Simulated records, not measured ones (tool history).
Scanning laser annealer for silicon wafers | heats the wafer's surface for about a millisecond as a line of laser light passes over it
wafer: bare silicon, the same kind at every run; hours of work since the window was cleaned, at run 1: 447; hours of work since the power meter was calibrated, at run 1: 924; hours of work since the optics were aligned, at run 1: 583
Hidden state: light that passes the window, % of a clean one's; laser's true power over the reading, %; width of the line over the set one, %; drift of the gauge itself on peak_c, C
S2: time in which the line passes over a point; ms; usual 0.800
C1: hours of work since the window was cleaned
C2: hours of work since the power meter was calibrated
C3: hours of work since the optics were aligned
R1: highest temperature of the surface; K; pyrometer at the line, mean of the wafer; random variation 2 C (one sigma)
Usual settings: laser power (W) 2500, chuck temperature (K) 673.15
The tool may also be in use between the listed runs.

run 1 day=0.000 | laser_power_(W)=2500 S2=0.800 chuck_temperature_(K)=673.15 | C1=447 C2=924 C3=583 | R1=1520.15
run 2 day=1.342 | laser_power_(W)=2571 S2=0.800 chuck_temperature_(K)=673.15 | C1=463 C2=940 C3=600 | R1=1544.15
run 3 day=3.500 | laser_power_(W)=2500 S2=0.800 chuck_temperature_(K)=700.15 | C1=489 C2=967 C3=626 | R1=1547.15
run 4 day=5.483 | laser_power_(W)=2500 S2=0.685 chuck_temperature_(K)=673.15 | C1=513 C2=991 C3=650 | R1=1462.15
run 5 day=6.892 | laser_power_(W)=2500 S2=0.685 chuck_temperature_(K)=673.15 | C1=530 C2=1008 C3=667 | R1=1466.15
run 6 day=8.821 | laser_power_(W)=2500 S2=0.685 chuck_temperature_(K)=673.15 | C1=554 C2=1031 C3=690 | R1=1466.15
run 7 day=9.746 | laser_power_(W)=2500 S2=0.800 chuck_temperature_(K)=673.15 | C1=565 C2=1042 C3=702 | R1=1522.15
run 8 day=11.008 | laser_power_(W)=2500 S2=0.800 chuck_temperature_(K)=673.15 | C1=580 C2=1058 C3=717 | R1=1520.15
-- day=12.196 window over the wafer cleaned
run 9 day=12.992 | laser_power_(W)=2500 S2=0.800 chuck_temperature_(K)=673.15 | C1=10 C2=1081 C3=740 | R1=1520.15
run 10 day=14.938 | laser_power_(W)=2184 S2=0.800 chuck_temperature_(K)=673.15 | C1=33 C2=1104 C3=764 | R1=1415.15
run 11 day=16.450 | laser_power_(W)=2184 S2=0.800 chuck_temperature_(K)=673.15 | C1=52 C2=1123 C3=782 | R1=1421.15
run 12 day=18.238 | laser_power_(W)=2505 S2=0.800 chuck_temperature_(K)=673.15 | C1=73 C2=1144 C3=804 | R1=1524.15
run 13 day=19.733 | laser_power_(W)=2505 S2=0.800 chuck_temperature_(K)=673.15 | C1=91 C2=1163 C3=822 | R1=1522.15
run 14 day=20.725 | laser_power_(W)=2505 S2=0.800 chuck_temperature_(K)=673.15 | C1=104 C2=1175 C3=834 | R1=1523.15
run 15 day=22.467 | laser_power_(W)=2505 S2=0.800 chuck_temperature_(K)=673.15 | C1=125 C2=1196 C3=855 | R1=1527.15
run 16 day=23.967 | laser_power_(W)=2505 S2=0.800 chuck_temperature_(K)=673.15 | C1=143 C2=1214 C3=873 | R1=1522.15
run 17 day=24.908 | laser_power_(W)=2505 S2=0.800 chuck_temperature_(K)=673.15 | C1=154 C2=1225 C3=885 | R1=1523.15
run 18 day=26.900 | laser_power_(W)=2505 S2=0.763 chuck_temperature_(K)=646.15 | C1=178 C2=1250 C3=909 | R1=1479.15
run 19 day=28.429 | laser_power_(W)=2505 S2=0.763 chuck_temperature_(K)=646.15 | C1=197 C2=1268 C3=927 | R1=1477.15
run 20 day=30.333 | laser_power_(W)=2486 S2=0.902 chuck_temperature_(K)=663.15 | C1=220 C2=1291 C3=950 | R1=1551.15
run 21 day=31.529 | laser_power_(W)=2500 S2=0.708 chuck_temperature_(K)=648.15 | C1=235 C2=1306 C3=965 | R1=1451.15
run 22 day=32.908 | laser_power_(W)=2501 S2=0.764 chuck_temperature_(K)=703.15 | C1=251 C2=1322 C3=982 | R1=1533.15
run 23 day=34.812 | laser_power_(W)=2474 S2=0.671 chuck_temperature_(K)=657.15 | C1=274 C2=1346 C3=1005 | R1=1434.15
run 24 day=35.742 | laser_power_(W)=2474 S2=0.671 chuck_temperature_(K)=657.15 | C1=286 C2=1357 C3=1016 | R1=1431.15
run 25 day=37.288 | laser_power_(W)=2474 S2=0.671 chuck_temperature_(K)=657.15 | C1=304 C2=1376 C3=1035 | R1=1433.15
run 26 day=38.238 | laser_power_(W)=2474 S2=0.931 chuck_temperature_(K)=691.15 | C1=316 C2=1387 C3=1046 | R1=1587.15
run 27 day=39.688 | laser_power_(W)=2264 S2=0.593 chuck_temperature_(K)=648.15 | C1=334 C2=1405 C3=1064 | R1=1319.15
run 28 day=41.142 | laser_power_(W)=2264 S2=0.593 chuck_temperature_(K)=648.15 | C1=351 C2=1422 C3=1082 | R1=1318.15
run 29 day=43.288 | laser_power_(W)=2700 S2=0.649 chuck_temperature_(K)=637.15 | C1=377 C2=1448 C3=1108 | R1=1468.15
run 30 day=45.408 | laser_power_(W)=2700 S2=0.649 chuck_temperature_(K)=637.15 | C1=403 C2=1474 C3=1133 | R1=1469.15
run 31 day=47.388 | laser_power_(W)=2700 S2=0.649 chuck_temperature_(K)=637.15 | C1=427 C2=1498 C3=1157 | R1=1470.15
run 32 day=48.467 | laser_power_(W)=2481 S2=0.749 chuck_temperature_(K)=637.15 | C1=440 C2=1511 C3=1170 | R1=1454.15
run 33 day=49.846 | laser_power_(W)=2481 S2=0.749 chuck_temperature_(K)=636.15 | C1=457 C2=1528 C3=1187 | R1=1454.15

How the hidden state differs across the entries between the runs, from the last listed run before each to the first after it:
Between runs 8 and 9: window over the wafer cleaned (day 12.196)
  light that passes the window, % of a clean one's: 99.79 -> 99.99

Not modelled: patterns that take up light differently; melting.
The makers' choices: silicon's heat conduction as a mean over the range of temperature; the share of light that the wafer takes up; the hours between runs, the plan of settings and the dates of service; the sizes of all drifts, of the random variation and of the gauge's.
